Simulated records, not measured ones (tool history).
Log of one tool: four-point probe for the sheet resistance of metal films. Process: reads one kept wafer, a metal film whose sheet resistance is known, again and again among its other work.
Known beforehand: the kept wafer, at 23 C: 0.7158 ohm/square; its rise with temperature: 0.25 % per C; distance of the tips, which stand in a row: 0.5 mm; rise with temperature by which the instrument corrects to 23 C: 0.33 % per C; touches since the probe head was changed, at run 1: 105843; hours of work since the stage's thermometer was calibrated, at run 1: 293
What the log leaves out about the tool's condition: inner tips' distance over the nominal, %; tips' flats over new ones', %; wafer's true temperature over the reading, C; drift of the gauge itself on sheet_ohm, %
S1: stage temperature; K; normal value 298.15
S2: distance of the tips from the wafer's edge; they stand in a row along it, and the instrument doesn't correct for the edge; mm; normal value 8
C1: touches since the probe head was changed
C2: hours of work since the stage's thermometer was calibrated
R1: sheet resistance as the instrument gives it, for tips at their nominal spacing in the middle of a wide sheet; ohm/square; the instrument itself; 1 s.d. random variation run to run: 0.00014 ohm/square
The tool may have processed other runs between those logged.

run 1 hour=0.0 | S1=298.15 S2=8 | C1=105843 C2=293 | R1=0.714022
run 2 hour=20.9 | S1=298.15 S2=8 | C1=106765 C2=304 | R1=0.713805
run 3 hour=43.9 | S1=298.15 S2=8 | C1=107780 C2=315 | R1=0.713805
run 4 hour=69.5 | S1=298.15 S2=8 | C1=108909 C2=328 | R1=0.713732
run 5 hour=92.6 | S1=298.15 S2=8 | C1=109931 C2=340 | R1=0.713834
run 6 hour=116.2 | S1=295.15 S2=8 | C1=110974 C2=352 | R1=0.715708
run 7 hour=134.3 | S1=298.15 S2=8 | C1=111771 C2=361 | R1=0.713842
run 8 hour=149.8 | S1=298.15 S2=8 | C1=112458 C2=369 | R1=0.713451
run 9 hour=165.1 | S1=298.15 S2=8 | C1=113133 C2=376 | R1=0.713606
run 10 hour=186.8 | S1=298.15 S2=8 | C1=114089 C2=387 | R1=0.713734
run 11 hour=204.0 | S1=298.15 S2=8 | C1=114851 C2=396 | R1=0.713424
run 12 hour=221.2 | S1=298.15 S2=8 | C1=115608 C2=404 | R1=0.713464
run 13 hour=239.2 | S1=298.15 S2=8 | C1=116406 C2=413 | R1=0.713659
run 14 hour=254.1 | S1=292.15 S2=8 | C1=117062 C2=421 | R1=0.716995
run 15 hour=277.6 | S1=298.15 S2=8 | C1=118099 C2=433 | R1=0.713317
run 16 hour=296.3 | S1=299.15 S2=8 | C1=118925 C2=442 | R1=0.712860
run 17 hour=319.9 | S1=299.15 S2=8 | C1=119966 C2=454 | R1=0.712712
run 18 hour=340.6 | S1=299.15 S2=8 | C1=120880 C2=464 | R1=0.712630
run 19 hour=355.3 | S1=298.15 S2=8 | C1=121532 C2=472 | R1=0.713048
run 20 hour=366.6 | S1=298.15 S2=8 | C1=122030 C2=477 | R1=0.713212
run 21 hour=385.2 | S1=298.15 S2=8 | C1=122849 C2=487 | R1=0.713423
run 22 hour=406.8 | S1=298.15 S2=8 | C1=123806 C2=498 | R1=0.712980
run 23 hour=420.7 | S1=298.15 S2=8 | C1=124419 C2=504 | R1=0.712976
run 24 hour=438.9 | S1=304.15 S2=52 | C1=125224 C2=514 | R1=0.708290
run 25 hour=463.3 | S1=304.15 S2=52 | C1=126299 C2=526 | R1=0.708057
run 26 hour=475.0 | S1=304.15 S2=52 | C1=126815 C2=532 | R1=0.708146
run 27 hour=500.3 | S1=295.15 S2=52 | C1=127931 C2=544 | R1=0.713102
run 28 hour=512.5 | S1=304.15 S2=61 | C1=128473 C2=551 | R1=0.708035
run 29 hour=526.6 | S1=306.15 S2=31 | C1=129093 C2=558 | R1=0.707313
run 30 hour=538.3 | S1=306.15 S2=16 | C1=129609 C2=563 | R1=0.707053
run 31 hour=563.7 | S1=292.15 S2=29 | C1=130734 C2=576 | R1=0.714786
run 32 hour=585.7 | S1=297.15 S2=38 | C1=131705 C2=587 | R1=0.711995
run 33 hour=608.4 | S1=301.15 S2=15 | C1=132706 C2=599 | R1=0.709950
run 34 hour=627.2 | S1=304.15 S2=7 | C1=133535 C2=608 | R1=0.709704
run 35 hour=643.9 | S1=304.15 S2=7 | C1=134275 C2=616 | R1=0.709868
run 36 hour=663.6 | S1=307.15 S2=21 | C1=135145 C2=626 | R1=0.706184
run 37 hour=680.7 | S1=307.15 S2=21 | C1=135897 C2=635 | R1=0.706483
run 38 hour=704.0 | S1=301.15 S2=21 | C1=136929 C2=647 | R1=0.709498
run 39 hour=724.2 | S1=292.15 S2=3 | C1=137818 C2=657 | R1=0.725162
run 40 hour=737.0 | S1=292.15 S2=16 | C1=138383 C2=663 | R1=0.714805
run 41 hour=757.4 | S1=292.15 S2=11 | C1=139283 C2=673 | R1=0.715075
run 42 hour=774.6 | S1=294.15 S2=4 | C1=140045 C2=682 | R1=0.719097
run 43 hour=789.8 | S1=294.15 S2=4 | C1=140716 C2=690 | R1=0.719449
run 44 hour=804.3 | S1=293.15 S2=21 | C1=141354 C2=697 | R1=0.713951

Each run again, without the hidden state but with its own random variation kept:
run=1 R1=0.716146
run=2 R1=0.715969
run=3 R1=0.716015
run=4 R1=0.715994
run=5 R1=0.716141
run=6 R1=0.718074
run=7 R1=0.716238
run=8 R1=0.715877
run=9 R1=0.716066
run=10 R1=0.716241
run=11 R1=0.715968
run=12 R1=0.716044
run=13 R1=0.716278
run=14 R1=0.719658
run=15 R1=0.716014
run=16 R1=0.715594
run=17 R1=0.715497
run=18 R1=0.715458
run=19 R1=0.715908
run=20 R1=0.716095
run=21 R1=0.716345
run=22 R1=0.715948
run=23 R1=0.715972
run=24 R1=0.711301
run=25 R1=0.711114
run=26 R1=0.711228
run=27 R1=0.716260
run=28 R1=0.711189
run=29 R1=0.710493
run=30 R1=0.710254
run=31 R1=0.718084
run=32 R1=0.715320
run=33 R1=0.713310
run=34 R1=0.713097
run=35 R1=0.713297
run=36 R1=0.709634
run=37 R1=0.709974
run=38 R1=0.713054
run=39 R1=0.728841
run=40 R1=0.718462
run=41 R1=0.718775
run=42 R1=0.722852
run=43 R1=0.723236
run=44 R1=0.717742
